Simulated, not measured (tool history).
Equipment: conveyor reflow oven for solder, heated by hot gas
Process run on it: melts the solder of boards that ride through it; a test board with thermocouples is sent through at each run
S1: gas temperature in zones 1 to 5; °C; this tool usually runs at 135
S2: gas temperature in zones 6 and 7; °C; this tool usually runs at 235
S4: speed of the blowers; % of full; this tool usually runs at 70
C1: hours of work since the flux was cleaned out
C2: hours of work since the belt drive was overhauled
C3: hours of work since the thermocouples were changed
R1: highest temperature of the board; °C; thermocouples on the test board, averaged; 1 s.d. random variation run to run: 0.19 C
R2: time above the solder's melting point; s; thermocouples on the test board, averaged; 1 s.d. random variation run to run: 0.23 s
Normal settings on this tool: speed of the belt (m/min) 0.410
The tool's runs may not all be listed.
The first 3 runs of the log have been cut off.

run 4 hour=53.7 | S1=135 S2=235 speed_of_the_belt_(m/min)=0.410 S4=62 | C1=339 C2=593 C3=463 | R1=217.7 R2=64.8
run 5 hour=67.6 | S1=135 S2=235 speed_of_the_belt_(m/min)=0.410 S4=62 | C1=349 C2=603 C3=473 | R1=217.8 R2=65.4
run 6 hour=96.5 | S1=145 S2=235 speed_of_the_belt_(m/min)=0.410 S4=70 | C1=370 C2=623 C3=494 | R1=221.7 R2=72.9
run 7 hour=123.0 | S1=150 S2=235 speed_of_the_belt_(m/min)=0.410 S4=70 | C1=389 C2=642 C3=513 | R1=222.7 R2=75.9
run 8 hour=141.0 | S1=135 S2=235 speed_of_the_belt_(m/min)=0.410 S4=69 | C1=401 C2=655 C3=526 | R1=220.0 R2=67.9
run 9 hour=165.4 | S1=135 S2=235 speed_of_the_belt_(m/min)=0.410 S4=69 | C1=419 C2=672 C3=543 | R1=219.4 R2=67.1
run 10 hour=179.5 | S1=135 S2=235 speed_of_the_belt_(m/min)=0.410 S4=69 | C1=429 C2=682 C3=553 | R1=220.2 R2=67.2
run 11 hour=192.5 | S1=135 S2=235 speed_of_the_belt_(m/min)=0.410 S4=69 | C1=438 C2=692 C3=562 | R1=220.0 R2=67.3
run 12 hour=218.4 | S1=135 S2=235 speed_of_the_belt_(m/min)=0.410 S4=69 | C1=457 C2=710 C3=581 | R1=220.1 R2=67.3
run 13 hour=238.3 | S1=135 S2=244 speed_of_the_belt_(m/min)=0.410 S4=70 | C1=471 C2=724 C3=595 | R1=228.0 R2=73.1
-- hour=251.2 belt drive overhauled, speed set with a stopwatch
-- hour=272.1 flux residue cleaned out of gas plates and filters
run 14 hour=273.1 | S1=135 S2=244 speed_of_the_belt_(m/min)=0.397 S4=70 | C1=1 C2=12 C3=614 | R1=229.5 R2=76.6
run 15 hour=296.8 | S1=135 S2=244 speed_of_the_belt_(m/min)=0.397 S4=70 | C1=18 C2=29 C3=630 | R1=229.2 R2=76.9
run 16 hour=309.9 | S1=135 S2=244 speed_of_the_belt_(m/min)=0.397 S4=70 | C1=27 C2=38 C3=640 | R1=229.2 R2=76.6
run 17 hour=334.2 | S1=135 S2=244 speed_of_the_belt_(m/min)=0.397 S4=70 | C1=44 C2=56 C3=657 | R1=229.5 R2=76.0
run 18 hour=361.1 | S1=135 S2=240 speed_of_the_belt_(m/min)=0.410 S4=70 | C1=64 C2=75 C3=676 | R1=224.7 R2=71.1
run 19 hour=385.8 | S1=135 S2=240 speed_of_the_belt_(m/min)=0.410 S4=70 | C1=81 C2=92 C3=694 | R1=225.1 R2=71.1
run 20 hour=402.3 | S1=146 S2=235 speed_of_the_belt_(m/min)=0.410 S4=78 | C1=93 C2=104 C3=706 | R1=223.7 R2=74.9
run 21 hour=422.8 | S1=146 S2=240 speed_of_the_belt_(m/min)=0.487 S4=66 | C1=107 C2=119 C3=720 | R1=219.7 R2=59.5

Run 22 is up next; what results do you expect?
run 22 hour=442.4 | S1=146 S2=240 speed_of_the_belt_(m/min)=0.487 S4=66 | C1=121 C2=133 C3=734 | R1=? R2=?

Run 22 measured R1 219.6 °C, R2 59.2 s.
On a tool with no hidden condition, and with the same random variation, this run would have come out at R1 219.5 °C, R2 59.2 s.
